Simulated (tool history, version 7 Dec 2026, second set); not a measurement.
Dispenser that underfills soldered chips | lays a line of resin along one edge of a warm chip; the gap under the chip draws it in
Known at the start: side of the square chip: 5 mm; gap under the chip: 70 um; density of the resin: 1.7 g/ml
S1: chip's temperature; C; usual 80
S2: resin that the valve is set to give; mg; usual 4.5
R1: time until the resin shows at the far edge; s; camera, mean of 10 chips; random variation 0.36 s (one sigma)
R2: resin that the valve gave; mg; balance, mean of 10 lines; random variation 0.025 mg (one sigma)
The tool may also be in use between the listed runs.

{"run": 1, "hour": 0.0, "S1": 80, "S2": 4.5, "R1": 22.5, "R2": 4.44}
{"run": 2, "hour": 4.9, "S1": 80, "S2": 4.5, "R1": 30.7, "R2": 4.4}
{"hour": 8.8, "done": "new syringe of resin"}
{"run": 3, "hour": 10.2, "S1": 80, "S2": 4.5, "R1": 21.7, "R2": 4.35}
{"run": 4, "hour": 13.9, "S1": 80, "S2": 4.5, "R1": 26.6, "R2": 4.35}
{"run": 5, "hour": 17.7, "S1": 80, "S2": 4.5, "R1": 33.3, "R2": 4.38}
{"hour": 20.2, "done": "new syringe of resin"}
{"run": 6, "hour": 22.8, "S1": 80, "S2": 4.5, "R1": 24.1, "R2": 4.29}
{"run": 7, "hour": 29.9, "S1": 80, "S2": 4.5, "R1": 36.2, "R2": 4.33}
{"hour": 31.3, "done": "new syringe of resin"}
{"run": 8, "hour": 36.6, "S1": 80, "S2": 4.5, "R1": 28.2, "R2": 4.36}
{"hour": 42.1, "done": "new syringe of resin"}
{"run": 9, "hour": 42.1, "S1": 80, "S2": 4.5, "R1": 20.1, "R2": 4.34}
{"run": 10, "hour": 50.5, "S1": 80, "S2": 4.5, "R1": 32.9, "R2": 4.31}
{"hour": 53.0, "done": "new syringe of resin"}
{"run": 11, "hour": 56.4, "S1": 80, "S2": 4.5, "R1": 23.9, "R2": 4.26}
{"hour": 58.6, "done": "dispensing valve cleaned and set on the balance"}
{"hour": 64.8, "done": "new syringe of resin"}
{"run": 12, "hour": 66.5, "S1": 80, "S2": 4.5, "R1": 21.3, "R2": 4.48}
{"run": 13, "hour": 73.1, "S1": 80, "S2": 4.5, "R1": 32.7, "R2": 4.47}
{"hour": 75.6, "done": "new syringe of resin"}
{"run": 14, "hour": 79.6, "S1": 80, "S2": 4.5, "R1": 25.6, "R2": 4.44}
{"hour": 86.8, "done": "new syringe of resin"}
{"run": 15, "hour": 88.4, "S1": 80, "S2": 4.5, "R1": 22.3, "R2": 4.43}
{"run": 16, "hour": 96.9, "S1": 80, "S2": 4.5, "R1": 37, "R2": 4.4}
{"hour": 97.9, "done": "new syringe of resin"}
{"run": 17, "hour": 103.9, "S1": 68, "S2": 4.89, "R1": 43.6, "R2": 4.77}
{"hour": 108.9, "done": "new syringe of resin"}
{"run": 18, "hour": 112.4, "S1": 75, "S2": 5.43, "R1": 28.8, "R2": 5.31}
{"run": 19, "hour": 119.3, "S1": 75, "S2": 5.43, "R1": 43.3, "R2": 5.29}
{"hour": 120.1, "done": "new syringe of resin"}
{"run": 20, "hour": 124.5, "S1": 73, "S2": 5.26, "R1": 33, "R2": 5.06}
{"run": 21, "hour": 129.4, "S1": 80, "S2": 4.46, "R1": 32.8, "R2": 4.31}
{"hour": 130.9, "done": "new syringe of resin"}
{"run": 22, "hour": 137.1, "S1": 80, "S2": 5.6, "R1": 27.5, "R2": 5.38}
{"hour": 141.8, "done": "new syringe of resin"}
{"run": 23, "hour": 145.5, "S1": 80, "S2": 5.6, "R1": 24.7, "R2": 5.39}
{"hour": 153.1, "done": "new syringe of resin"}
{"run": 24, "hour": 153.5, "S1": 80, "S2": 4.06, "R1": 20, "R2": 3.84}
{"hour": 159.2, "done": "dispensing valve cleaned and set on the balance"}
{"run": 25, "hour": 163.5, "S1": 92, "S2": 4.32, "R1": 21.4, "R2": 4.36}
{"hour": 164.9, "done": "new syringe of resin"}
{"run": 26, "hour": 172.2, "S1": 84, "S2": 4.23, "R1": 25.4, "R2": 4.25}
{"hour": 176.2, "done": "new syringe of resin"}
{"run": 27, "hour": 181.4, "S1": 82, "S2": 4.05, "R1": 25.1, "R2": 4}
{"hour": 187.6, "done": "new syringe of resin"}
{"run": 28, "hour": 189.3, "S1": 66, "S2": 4.05, "R1": 40.2, "R2": 3.95}
{"run": 29, "hour": 195.6, "S1": 85, "S2": 5.26, "R1": 26, "R2": 5.15}
{"hour": 198.7, "done": "new syringe of resin"}
{"run": 30, "hour": 199.9, "S1": 82, "S2": 5.22, "R1": 18.8, "R2": 5.14}
{"run": 31, "hour": 205.9, "S1": 82, "S2": 5.22, "R1": 27.5, "R2": 5.12}
{"hour": 209.8, "done": "new syringe of resin"}
{"run": 32, "hour": 210.8, "S1": 75, "S2": 5.57, "R1": 24.6, "R2": 5.47}

Measured less the same run without the tool's hidden state. The same run-to-run variation is in both; the gauge's scatter may not be:
The hidden state here: resin's viscosity, % of fresh resin's; dose that the valve gives, % of what is set; true chip temperature over the reading, C; drift of the gauge itself on fill_s, %; drift of the gauge itself on given_mg, %.
run=1 R1=+2.5 R2=-0.1
run=2 R1=+10.2 R2=-0.11
run=3 R1=+1.4 R2=-0.12
run=4 R1=+6.6 R2=-0.12
run=5 R1=+13.6 R2=-0.13
run=6 R1=+3.3 R2=-0.15
run=7 R1=+15.7 R2=-0.16
run=8 R1=+7.5 R2=-0.18
run=9 R1=-0.5 R2=-0.19
run=10 R1=+12.5 R2=-0.21
run=11 R1=+4.1 R2=-0.23
run=12 R1=+1.4 R2=-0.02
run=13 R1=+11.7 R2=-0.03
run=14 R1=+4.9 R2=-0.05
run=15 R1=+1.6 R2=-0.06
run=16 R1=+16.3 R2=-0.08
run=17 R1=+11.3 R2=-0.1
run=18 R1=+4.6 R2=-0.14
run=19 R1=+19.2 R2=-0.15
run=20 R1=+6.3 R2=-0.17
run=21 R1=+13.3 R2=-0.16
run=22 R1=+7.7 R2=-0.21
run=23 R1=+4 R2=-0.23
run=24 R1=-0.3 R2=-0.19
run=25 R1=+8.4 R2=+0
run=26 R1=+8.6 R2=-0.01
run=27 R1=+6.1 R2=-0.03
run=28 R1=+2.5 R2=-0.05
run=29 R1=+9.2 R2=-0.09
run=30 R1=+0.2 R2=-0.09
run=31 R1=+8.2 R2=-0.1
run=32 R1=+0.2 R2=-0.13
